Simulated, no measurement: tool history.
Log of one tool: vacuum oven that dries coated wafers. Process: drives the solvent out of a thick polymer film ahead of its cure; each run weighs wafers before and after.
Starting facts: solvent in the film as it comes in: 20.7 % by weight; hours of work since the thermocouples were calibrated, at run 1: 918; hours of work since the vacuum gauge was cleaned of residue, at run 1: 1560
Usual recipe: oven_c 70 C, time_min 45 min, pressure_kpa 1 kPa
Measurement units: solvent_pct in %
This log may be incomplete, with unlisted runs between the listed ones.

| run | hour | oven_c | time_min | pressure_kpa | hours of work since the thermocouples were calibrated | hours of work since the vacuum gauge was cleaned of residue | solvent_pct |
|---|---|---|---|---|---|---|---|
| 1 | 0 | 70 | 45 | 1 | 918 | 1560 | 1.33 |
| 2 | 68.1 | 70 | 39 | 1 | 971 | 1613 | 1.7 |
| 3 | 103 | 70 | 58 | 1 | 998 | 1639 | 0.95 |
| 4 | 166.8 | 70 | 58 | 1 | 1047 | 1689 | 0.97 |
| 5 | 206.6 | 72 | 45 | 1 | 1078 | 1719 | 1.13 |
| 6 | 246.7 | 70 | 45 | 1.47 | 1109 | 1750 | 1.52 |
| 7 | 300.5 | 70 | 45 | 1.47 | 1150 | 1792 | 1.51 |
| 8 | 335.3 | 70 | 45 | 1.47 | 1177 | 1819 | 1.53 |
|  | 354.9 | oven's thermocouples calibrated |
| 9 | 402.9 | 70 | 45 | 1 | 37 | 1869 | 1.59 |
| 10 | 447 | 57 | 45 | 1 | 71 | 1903 | 4.43 |
| 11 | 507.7 | 70 | 45 | 0.55 | 118 | 1950 | 1.41 |
| 12 | 574.2 | 70 | 45 | 0.55 | 169 | 2001 | 1.39 |
| 13 | 646.6 | 70 | 45 | 1 | 225 | 2057 | 1.55 |
| 14 | 718.6 | 61 | 45 | 1 | 280 | 2113 | 3.3 |
| 15 | 790.7 | 77 | 45 | 1 | 336 | 2168 | 0.86 |
| 16 | 852.3 | 77 | 45 | 1 | 384 | 2216 | 0.87 |
| 17 | 927.3 | 70 | 45 | 1 | 441 | 2274 | 1.54 |
| 18 | 968.6 | 70 | 45 | 1 | 473 | 2305 | 1.59 |
| 19 | 1036.3 | 70 | 45 | 1 | 525 | 2358 | 1.57 |
| 20 | 1103.6 | 70 | 45 | 1 | 577 | 2410 | 1.53 |
| 21 | 1177.1 | 70 | 45 | 1 | 634 | 2466 | 1.55 |
| 22 | 1208.5 | 70 | 45 | 1 | 658 | 2490 | 1.56 |
| 23 | 1268.3 | 70 | 45 | 3.11 | 704 | 2536 | 2.43 |
| 24 | 1342.5 | 57 | 30 | 1.03 | 762 | 2594 | 6.37 |
| 25 | 1380 | 63 | 33 | 0.82 | 790 | 2623 | 3.94 |
|  | 1387.8 | vacuum gauge cleaned of residue and calibrated |
| 26 | 1433 | 66 | 25 | 3.03 | 830 | 35 | 5.71 |
| 27 | 1467.6 | 59 | 26 | 3.03 | 857 | 61 | 7.82 |
| 28 | 1520.1 | 59 | 75 | 1.44 | 897 | 102 | 2.62 |
| 29 | 1587 | 60 | 45 | 1.61 | 949 | 154 | 4.04 |
| 30 | 1621.5 | 60 | 45 | 1.61 | 976 | 180 | 4.05 |
|  | 1650.8 | vacuum gauge cleaned of residue and calibrated, once more |
| 31 | 1697.9 | 60 | 45 | 1.61 | 1033 | 36 | 3.1 |
| 32 | 1755.9 | 61 | 45 | 1.92 | 1078 | 81 | 3.04 |
| 33 | 1817.7 | 61 | 45 | 1.92 | 1126 | 129 | 3.01 |
| 34 | 1861.8 | 69 | 45 | 1 | 1160 | 163 | 1.18 |
|  | 1904.3 | oven's thermocouples calibrated |
| 35 | 1906.4 | 69 | 45 | 1 | 2 | 196 | 1.46 |
| 36 | 1944.2 | 64 | 45 | 3.8 | 31 | 225 | 3.83 |
| 37 | 1995.3 | 57 | 45 | 1.35 | 70 | 264 | 4.13 |
| 38 | 2044.4 | 57 | 45 | 1.35 | 108 | 302 | 4.18 |
| 39 | 2094 | 63 | 44 | 1 | 146 | 340 | 2.57 |
| 40 | 2128.8 | 63 | 44 | 1 | 173 | 367 | 2.57 |
| 41 | 2183.8 | 63 | 44 | 1 | 216 | 409 | 2.55 |
| 42 | 2235.1 | 63 | 32 | 1 | 255 | 449 | 4.04 |
| 43 | 2279 | 65 | 40 | 1 | 289 | 483 | 2.49 |
| 44 | 2339.7 | 74 | 40 | 1.78 | 336 | 530 | 1.41 |
| 45 | 2377.3 | 70 | 45 | 2.8 | 365 | 559 | 2.02 |
| 46 | 2444 | 70 | 45 | 2.8 | 416 | 610 | 2.08 |

How the hidden state differs across the entries between the runs, from the last listed run before each to the first after it:
Runs 8 to 9: oven's thermocouples calibrated (hour 354.9)
  true wafer temperature over the reading, C: 2 -> -0.09; true pressure over the reading, kPa: 0.681 -> 0.7
  measured less the result without the state, solvent_pct: +0.03 -> +0.32 %
Runs 25 to 26: vacuum gauge cleaned of residue and calibrated (hour 1387.8)
  true wafer temperature over the reading, C: 1.27 -> 1.35; true pressure over the reading, kPa: 0.976 -> 1.555
  measured less the result without the state, solvent_pct: +0.17 -> +0.26 %
Runs 30 to 31: vacuum gauge cleaned of residue and calibrated, once more (hour 1650.8)
  true wafer temperature over the reading, C: 1.6 -> 1.7; true pressure over the reading, kPa: 1.612 -> 0.011
  measured less the result without the state, solvent_pct: +0.56 -> -0.41 %
Runs 34 to 35: oven's thermocouples calibrated (hour 1904.3)
  true wafer temperature over the reading, C: 1.93 -> -0.03; true pressure over the reading, kPa: 0.058 -> 0.07
  measured less the result without the state, solvent_pct: -0.21 -> +0.04 %
